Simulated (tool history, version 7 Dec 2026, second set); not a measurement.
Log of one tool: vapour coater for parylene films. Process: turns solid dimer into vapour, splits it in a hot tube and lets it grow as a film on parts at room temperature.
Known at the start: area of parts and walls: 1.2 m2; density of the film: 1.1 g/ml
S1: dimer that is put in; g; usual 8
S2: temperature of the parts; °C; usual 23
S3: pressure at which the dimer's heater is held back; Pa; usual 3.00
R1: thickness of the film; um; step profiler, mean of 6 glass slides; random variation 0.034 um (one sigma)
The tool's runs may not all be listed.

| run | hour | S1 | S2 | S3 | R1 |
|---|---|---|---|---|---|
| 1 | 0.0 | 8 | 23 | 3.00 | 2.97 |
| 2 | 36.2 | 8 | 23 | 3.00 | 2.98 |
| 3 | 82.6 | 8 | 23 | 3.00 | 2.95 |
| 4 | 127.7 | 8 | 23 | 3.00 | 2.91 |
| 5 | 173.2 | 8 | 23 | 3.00 | 2.86 |
| 6 | 192.6 | 8 | 23 | 3.00 | 2.83 |
| 7 | 219.0 | 8 | 23 | 3.00 | 2.59 |
| 8 | 245.4 | 8 | 23 | 3.00 | 2.57 |
| 9 | 270.4 | 8 | 23 | 9.30 | 2.16 |
| 10 | 296.5 | 8 | 23 | 9.30 | 2.77 |
| 11 | 330.2 | 8 | 18 | 3.00 | 3.92 |
| 12 | 365.0 | 8 | 18 | 3.00 | 3.88 |
| 13 | 400.1 | 8 | 18 | 3.00 | 3.81 |
| 14 | 446.4 | 8 | 18 | 3.00 | 3.86 |
| 15 | 492.7 | 8 | 23 | 2.52 | 3.13 |
| 16 | 516.7 | 12 | 23 | 3.00 | 4.68 |
| 17 | 543.4 | 12 | 23 | 3.00 | 4.57 |
| 18 | 588.1 | 8 | 23 | 3.00 | 3.03 |
| 19 | 634.0 | 8 | 23 | 3.00 | 2.95 |
| 20 | 664.4 | 8 | 23 | 2.77 | 2.94 |
| 21 | 703.1 | 5 | 25 | 2.37 | 1.67 |
| 22 | 745.2 | 9 | 30 | 6.76 | 2.15 |
| 23 | 769.5 | 7 | 26 | 9.12 | 1.87 |
| 24 | 814.1 | 7 | 26 | 9.12 | 1.88 |
| 25 | 850.7 | 4 | 23 | 3.00 | 1.62 |
| 26 | 894.6 | 9 | 21 | 3.68 | 4.03 |
| 27 | 939.1 | 5 | 29 | 2.57 | 1.63 |
| 28 | 960.8 | 6 | 25 | 4.74 | 2.11 |
| 29 | 994.4 | 8 | 29 | 4.89 | 2.38 |
| 30 | 1021.5 | 8 | 29 | 4.89 | 2.38 |
| 31 | 1043.8 | 8 | 29 | 4.89 | 2.35 |
| 32 | 1077.8 | 8 | 34 | 3.42 | 1.96 |
| 33 | 1105.7 | 4 | 23 | 6.98 | 1.42 |
| 34 | 1150.4 | 8 | 23 | 2.76 | 3.12 |
| 35 | 1195.0 | 8 | 28 | 4.59 | 2.35 |
| 36 | 1224.3 | 8 | 28 | 4.59 | 2.34 |
| 37 | 1256.7 | 8 | 28 | 4.59 | 2.34 |
| 38 | 1291.8 | 8 | 23 | 10.01 | 2.57 |
| 39 | 1329.4 | 9 | 23 | 10.01 | 2.81 |
| 40 | 1354.8 | 10 | 23 | 6.92 | 3.23 |

Not shown: 4 entries that the log had between the listed runs. Between which runs, and how does the tool's hidden state differ before and after?
Between runs 6 and 7: trap's valve overhauled (hour 208.5)
  vapour lost through the trap's worn valve, %: 14.1 -> 21.7; true temperature of the parts over the reading, C: 0.98 -> 0.99
  measured less the result without the state, R1: -0.60 -> -0.86 um
Between runs 9 and 10: trap's valve overhauled, once more (hour 293.1)
  vapour lost through the trap's worn valve, %: 22.9 -> 0.9; true temperature of the parts over the reading, C: 1.02 -> 1.03
  measured less the result without the state, R1: -0.77 -> -0.15 um
Between runs 24 and 25: trap's valve overhauled (hour 845.5)
  vapour lost through the trap's worn valve, %: 14.1 -> 0.4; true temperature of the parts over the reading, C: 1.32 -> 1.34
  measured less the result without the state, R1: -0.43 -> -0.10 um
Between runs 25 and 26: table's thermometer calibrated (hour 856.9)
  vapour lost through the trap's worn valve, %: 0.4 -> 1.5; true temperature of the parts over the reading, C: 1.34 -> 0.16
  measured less the result without the state, R1: -0.10 -> -0.09 um
